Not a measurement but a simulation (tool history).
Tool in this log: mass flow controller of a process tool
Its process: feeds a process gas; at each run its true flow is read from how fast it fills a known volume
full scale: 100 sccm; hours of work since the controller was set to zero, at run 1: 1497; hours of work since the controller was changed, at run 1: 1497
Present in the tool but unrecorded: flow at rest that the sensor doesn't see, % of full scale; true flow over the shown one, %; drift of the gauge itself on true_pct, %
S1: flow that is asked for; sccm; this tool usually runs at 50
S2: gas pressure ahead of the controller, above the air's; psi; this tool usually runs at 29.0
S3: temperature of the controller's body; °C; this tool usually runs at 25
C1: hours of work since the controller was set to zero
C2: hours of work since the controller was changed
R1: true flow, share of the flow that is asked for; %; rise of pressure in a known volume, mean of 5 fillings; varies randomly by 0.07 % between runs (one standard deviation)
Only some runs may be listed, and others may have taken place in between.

| run | day | S1 | S2 | S3 | C1 | C2 | R1 |
|---|---|---|---|---|---|---|---|
| 1 | 0.000 | 50 | 29.0 | 25 | 1497 | 1497 | 99.26 |
| 2 | 4.738 | 50 | 29.0 | 27 | 1562 | 1562 | 99.33 |
| 3 | 8.146 | 50 | 29.0 | 27 | 1610 | 1610 | 99.39 |
| 4 | 10.654 | 50 | 29.2 | 25 | 1645 | 1645 | 99.43 |
| 5 | 13.900 | 45 | 29.2 | 25 | 1690 | 1690 | 99.32 |
| 6 | 20.112 | 45 | 29.2 | 25 | 1776 | 1776 | 99.49 |
| 7 | 23.508 | 45 | 29.2 | 25 | 1823 | 1823 | 99.35 |
| 8 | 26.079 | 45 | 29.2 | 25 | 1859 | 1859 | 99.49 |
| 9 | 29.517 | 45 | 29.2 | 25 | 1907 | 1907 | 99.44 |
| 10 | 33.025 | 50 | 27.0 | 25 | 1956 | 1956 | 99.60 |
| 11 | 36.612 | 50 | 27.0 | 25 | 2006 | 2006 | 99.69 |
| 12 | 42.412 | 50 | 27.0 | 25 | 2086 | 2086 | 99.73 |
| 13 | 48.038 | 50 | 27.0 | 25 | 2164 | 2164 | 99.74 |
| 14 | 53.258 | 50 | 27.0 | 25 | 2237 | 2237 | 99.86 |
| 15 | 59.108 | 50 | 27.0 | 25 | 2318 | 2318 | 99.70 |
| 16 | 64.838 | 50 | 27.0 | 26 | 2398 | 2398 | 99.83 |
| 17 | 69.129 | 50 | 27.0 | 26 | 2458 | 2458 | 99.88 |
| 18 | 72.408 | 50 | 29.0 | 25 | 2503 | 2503 | 100.04 |
| 19 | 78.404 | 50 | 29.0 | 25 | 2587 | 2587 | 99.81 |
| 20 | 81.729 | 13 | 29.0 | 22 | 2633 | 2633 | 101.60 |
| 21 | 84.317 | 82 | 26.8 | 39 | 2669 | 2669 | 100.20 |
| 22 | 90.054 | 82 | 26.8 | 39 | 2749 | 2749 | 100.09 |
| 23 | 94.183 | 23 | 30.3 | 25 | 2806 | 2806 | 100.41 |
| 24 | 98.525 | 23 | 30.3 | 25 | 2866 | 2866 | 100.45 |
| 25 | 104.454 | 20 | 34.5 | 25 | 2949 | 2949 | 100.78 |
| 26 | 109.621 | 57 | 38.3 | 25 | 3021 | 3021 | 100.01 |
| 27 | 115.133 | 57 | 38.3 | 25 | 3097 | 3097 | 100.22 |
| 28 | 118.942 | 57 | 38.3 | 25 | 3150 | 3150 | 100.17 |
| 29 | 124.450 | 12 | 28.7 | 25 | 3227 | 3227 | 102.80 |
| 30 | 129.417 | 54 | 21.0 | 33 | 3296 | 3296 | 100.09 |
| 31 | 132.971 | 54 | 21.0 | 33 | 3345 | 3345 | 100.18 |
| 32 | 138.738 | 13 | 24.5 | 32 | 3425 | 3425 | 102.57 |
| 33 | 142.042 | 13 | 24.5 | 32 | 3471 | 3471 | 102.65 |
| 34 | 145.183 | 15 | 38.6 | 28 | 3515 | 3515 | 102.09 |
| 35 | 150.238 | 13 | 26.3 | 33 | 3585 | 3585 | 102.69 |
| 36 | 155.379 | 10 | 32.3 | 28 | 3657 | 3657 | 104.65 |
| 37 | 158.117 | 50 | 21.6 | 25 | 3695 | 3695 | 100.52 |

What if the next run were any one of these 5? Each begins from the tool's condition after run 37:
| A | 162.500 | 50 | 39.5 | 21 | 3756 | 3756 | ? |
| B | 162.500 | 50 | 20.5 | 25 | 3756 | 3756 | ? |
| C | 162.500 | 50 | 32.3 | 38 | 3756 | 3756 | ? |
| D | 162.500 | 32 | 21.2 | 39 | 3756 | 3756 | ? |
| E | 162.500 | 40 | 27.4 | 31 | 3756 | 3756 | ? |

| run | R1 |
|---|---|
| A | 100.60 |
| B | 100.64 |
| C | 100.15 |
| D | 100.30 |
| E | 100.25 |
Take away the tool's hidden state, keep each run's random variation, and the runs would have read:
| run | R1 |
|---|---|
| A | 98.55 |
| B | 98.58 |
| C | 98.09 |
| D | 97.48 |
| E | 97.85 |

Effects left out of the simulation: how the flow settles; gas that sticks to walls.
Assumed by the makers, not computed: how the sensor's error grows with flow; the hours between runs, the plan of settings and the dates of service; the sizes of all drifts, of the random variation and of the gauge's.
